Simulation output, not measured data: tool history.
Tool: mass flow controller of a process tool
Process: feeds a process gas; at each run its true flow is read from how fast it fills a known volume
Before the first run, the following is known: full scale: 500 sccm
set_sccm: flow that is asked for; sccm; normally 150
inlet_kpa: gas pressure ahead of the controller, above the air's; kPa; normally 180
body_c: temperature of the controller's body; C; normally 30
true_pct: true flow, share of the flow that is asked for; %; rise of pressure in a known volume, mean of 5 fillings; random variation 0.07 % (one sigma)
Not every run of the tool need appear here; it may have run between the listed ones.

Run 1, hour 0.0: usual settings. Result: true_pct 99.50 %.
Run 2, hour 42.8: usual settings. Result: true_pct 99.56 %.
Run 3, hour 136.2: usual settings. Result: true_pct 99.66 %.
Run 4, hour 177.7: usual settings but set_sccm 79 sccm. Result: true_pct 100.76 %.
Run 5, hour 268.5: usual settings but set_sccm 471 sccm. Result: true_pct 100.31 %.
Run 6, hour 351.6: usual settings but set_sccm 471 sccm. Result: true_pct 100.37 %.
Run 7, hour 416.0: usual settings. Result: true_pct 99.72 %.
Run 8, hour 490.6: usual settings. Result: true_pct 99.72 %.
Run 9, hour 573.6: usual settings but set_sccm 280 sccm. Result: true_pct 99.82 %.
Run 10, hour 667.0: usual settings but inlet_kpa 143 kPa. Result: true_pct 99.66 %.
Run 11, hour 724.9: usual settings but inlet_kpa 143 kPa. Result: true_pct 99.87 %.
Run 12, hour 792.3: usual settings but inlet_kpa 143 kPa. Result: true_pct 99.77 %.
Run 13, hour 877.9: usual settings but inlet_kpa 143 kPa. Result: true_pct 99.84 %.
Run 14, hour 921.9: usual settings but inlet_kpa 143 kPa. Result: true_pct 100.00 %.
Run 15, hour 991.7: usual settings but inlet_kpa 143 kPa. Result: true_pct 99.95 %.
Run 16, hour 1042.6: usual settings but inlet_kpa 143 kPa. Result: true_pct 100.03 %.
Run 17, hour 1114.8: usual settings but set_sccm 275 sccm, inlet_kpa 143 kPa. Result: true_pct 99.66 %.
Run 18, hour 1188.1: usual settings but set_sccm 275 sccm, inlet_kpa 143 kPa. Result: true_pct 99.80 %.
Run 19, hour 1238.6: usual settings but set_sccm 120 sccm, inlet_kpa 143 kPa. Result: true_pct 100.36 %.
Run 20, hour 1316.4: usual settings but body_c 27 C. Result: true_pct 100.41 %.
Run 21, hour 1356.4: usual settings but body_c 27 C. Result: true_pct 100.56 %.
Run 22, hour 1449.0: usual settings but body_c 27 C. Result: true_pct 100.63 %.
Run 23, hour 1532.1: usual settings but body_c 27 C. Result: true_pct 100.79 %.
Run 24, hour 1590.0: usual settings but body_c 27 C. Result: true_pct 100.63 %.
Run 25, hour 1651.9: usual settings but set_sccm 175 sccm, inlet_kpa 273 kPa, body_c 24 C. Result: true_pct 101.19 %.
Run 26, hour 1706.7: usual settings but set_sccm 175 sccm, inlet_kpa 273 kPa, body_c 24 C. Result: true_pct 101.35 %.
Run 27, hour 1751.7: usual settings but set_sccm 367 sccm, body_c 37 C. Result: true_pct 99.72 %.
Run 28, hour 1816.5: usual settings but set_sccm 376 sccm, body_c 28 C. Result: true_pct 100.67 %.
Run 29, hour 1907.0: usual settings but inlet_kpa 152 kPa. Result: true_pct 100.44 %.
Run 30, hour 2002.1: usual settings but set_sccm 310 sccm, inlet_kpa 185 kPa, body_c 26 C. Result: true_pct 100.76 %.
Run 31, hour 2055.8: usual settings but set_sccm 310 sccm, inlet_kpa 185 kPa, body_c 26 C. Result: true_pct 100.67 %.
At hour 2064.5: controller's zero set anew.
Run 32, hour 2146.3: usual settings but set_sccm 416 sccm, inlet_kpa 155 kPa, body_c 32 C. Result: true_pct 100.58 %.
Run 33, hour 2226.1: usual settings but set_sccm 416 sccm, inlet_kpa 155 kPa, body_c 32 C. Result: true_pct 100.71 %.
Run 34, hour 2273.6: usual settings but inlet_kpa 253 kPa. Result: true_pct 101.81 %.
At hour 2296.0: controller's zero set anew, once more.
Run 35, hour 2346.4: usual settings but inlet_kpa 253 kPa. Result: true_pct 98.90 %.
Run 36, hour 2432.9: usual settings but inlet_kpa 253 kPa. Result: true_pct 98.94 %.
Run 37, hour 2497.5: usual settings but body_c 27 C. Result: true_pct 99.09 %.
Run 38, hour 2589.9: usual settings. Result: true_pct 98.76 %.
Run 39, hour 2674.8: usual settings. Result: true_pct 98.71 %.
Run 40, hour 2769.2: usual settings but set_sccm 483 sccm, inlet_kpa 172 kPa. Result: true_pct 100.38 %.
Run 41, hour 2859.8: usual settings but set_sccm 57 sccm, inlet_kpa 172 kPa. Result: true_pct 98.83 %.
Run 42, hour 2910.6: usual settings but set_sccm 57 sccm, inlet_kpa 172 kPa. Result: true_pct 99.02 %.
Run 43, hour 2956.6: usual settings but inlet_kpa 157 kPa, body_c 26 C. Result: true_pct 99.16 %.
Run 44, hour 3002.5: usual settings but set_sccm 144 sccm, inlet_kpa 206 kPa, body_c 21 C. Result: true_pct 99.85 %.
Run 45, hour 3094.0: usual settings but set_sccm 286 sccm, inlet_kpa 222 kPa, body_c 32 C. Result: true_pct 99.44 %.
Run 46, hour 3186.9: usual settings but set_sccm 446 sccm, inlet_kpa 199 kPa, body_c 27 C. Result: true_pct 100.56 %.
Run 47, hour 3263.7: usual settings but set_sccm 121 sccm, inlet_kpa 258 kPa, body_c 37 C. Result: true_pct 98.59 %.
Run 48, hour 3317.7: usual settings but inlet_kpa 239 kPa, body_c 28 C. Result: true_pct 99.52 %.

Hidden state or all else? Some run-to-run changes of true_pct, split into what the settings, what came in and random variation would give without the hidden state, and what is left for the hidden state (with any gauge scatter that isn't in both results):
Hidden state at play: flow at rest that the sensor doesn't see, % of full scale; true flow over the shown one, %; drift of the gauge itself on true_pct, %.
Run 4 -> 5: set_sccm 79 -> 471. true_pct -0.45 %: hidden state -2.47, all else +2.02.
Run 33 -> 34: set_sccm 416 -> 150, inlet_kpa 155 -> 253, body_c 32 -> 30. true_pct +1.10 %: hidden state +2.01, all else -0.91.
Run 34 -> 35: controller's zero set anew, once more. true_pct -2.91 %: hidden state -2.96, all else +0.05.
Run 39 -> 40: set_sccm 150 -> 483, inlet_kpa 180 -> 172. true_pct +1.67 %: hidden state -0.17, all else +1.84.
Run 46 -> 47: set_sccm 446 -> 121, inlet_kpa 199 -> 258, body_c 27 -> 37. true_pct -1.97 %: hidden state +0.48, all else -2.45.

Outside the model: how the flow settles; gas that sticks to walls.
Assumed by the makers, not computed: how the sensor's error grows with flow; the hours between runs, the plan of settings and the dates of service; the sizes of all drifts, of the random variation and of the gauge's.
